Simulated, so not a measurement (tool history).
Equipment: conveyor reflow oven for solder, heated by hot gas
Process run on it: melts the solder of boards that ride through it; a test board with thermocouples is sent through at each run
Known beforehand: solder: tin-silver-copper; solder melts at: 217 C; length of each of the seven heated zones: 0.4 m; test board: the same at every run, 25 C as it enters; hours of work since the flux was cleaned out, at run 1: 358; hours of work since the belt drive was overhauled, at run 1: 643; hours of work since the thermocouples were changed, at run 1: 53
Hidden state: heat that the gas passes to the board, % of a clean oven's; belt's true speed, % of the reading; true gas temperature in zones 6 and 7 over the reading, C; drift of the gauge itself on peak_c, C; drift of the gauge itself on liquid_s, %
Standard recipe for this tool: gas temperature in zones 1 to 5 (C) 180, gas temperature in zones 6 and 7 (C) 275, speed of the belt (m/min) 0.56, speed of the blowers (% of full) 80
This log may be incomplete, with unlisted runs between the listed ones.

run    day  gas temperature in zones 1 to 5 (C)  gas temperature in zones 6 and 7 (C)  speed of the belt (m/min)  speed of the blowers (% of full)  hours of work since the flux was cleaned out  hours of work since the belt drive was overhauled  hours of work since the thermocouples were changed  highest temperature of the board (C)  time above the solder's melting point (s)
  1      0                                  180                                   275                       0.56                                80                                           358                                                643                                                  53                                 260.1                                       73.8
     0.429  -- flux residue cleaned out of gas plates and filters
  2  0.479                                  180                                   275                       0.56                                80                                             1                                                647                                                  57                                   263                                       75.9
  3  0.804                                  180                                   275                       0.56                                80                                             4                                                650                                                  60                                 263.9                                       75.7
  4  1.004                                  180                                   275                       0.56                                80                                             7                                                653                                                  63                                 263.6                                       75.6
  5  1.212                                  180                                   275                       0.56                                80                                             9                                                655                                                  65                                   264                                       76.9
  6  1.538                                  180                                   275                      0.584                                80                                            13                                                659                                                  69                                 262.9                                       72.1
  7  1.788                                  180                                   275                      0.495                                80                                            16                                                662                                                  72                                 266.4                                       88.1
  8  2.196                                  180                                   275                       0.63                                80                                            21                                                667                                                  77                                 260.1                                       64.6
  9  2.588                                  180                                   287                       0.56                                80                                            26                                                672                                                  82                                 274.7                                       81.2
 10  2.829                                  180                                   275                       0.56                                80                                            29                                                675                                                  85                                 263.2                                       75.4
 11  3.029                                  180                                   275                       0.56                                80                                            31                                                677                                                  87                                 263.6                                       76.3
 12  3.371                                  180                                   275                      0.569                                80                                            35                                                681                                                  91                                 263.2                                       74.2
 13    3.6                                  180                                   275                      0.569                                80                                            38                                                684                                                  94                                 263.3                                       73.6
 14  3.988                                  180                                   275                      0.569                                80                                            42                                                688                                                  98                                   263                                       74.2
 15    4.3                                  180                                   275                      0.569                                80                                            46                                                692                                                 102                                   263                                         74
 16  4.571                                  180                                   275                      0.569                                80                                            49                                                695                                                 105                                 262.6                                         74
 17  4.783                                  180                                   285                       0.56                                80                                            52                                                698                                                 108                                 272.9                                       80.1

Expected results for the next run?
 18  5.117                                  172                                   272                      0.659                                70                                            56                                                702                                                 112                                     ?                                          ?

{"run 18": {"highest temperature of the board (C)": 252.3, "time above the solder's melting point (s)": 53}}
On a tool with no hidden condition, and with the same random variation, this run would have come out at highest temperature of the board (C) 252.3, time above the solder's melting point (s) 52.1.
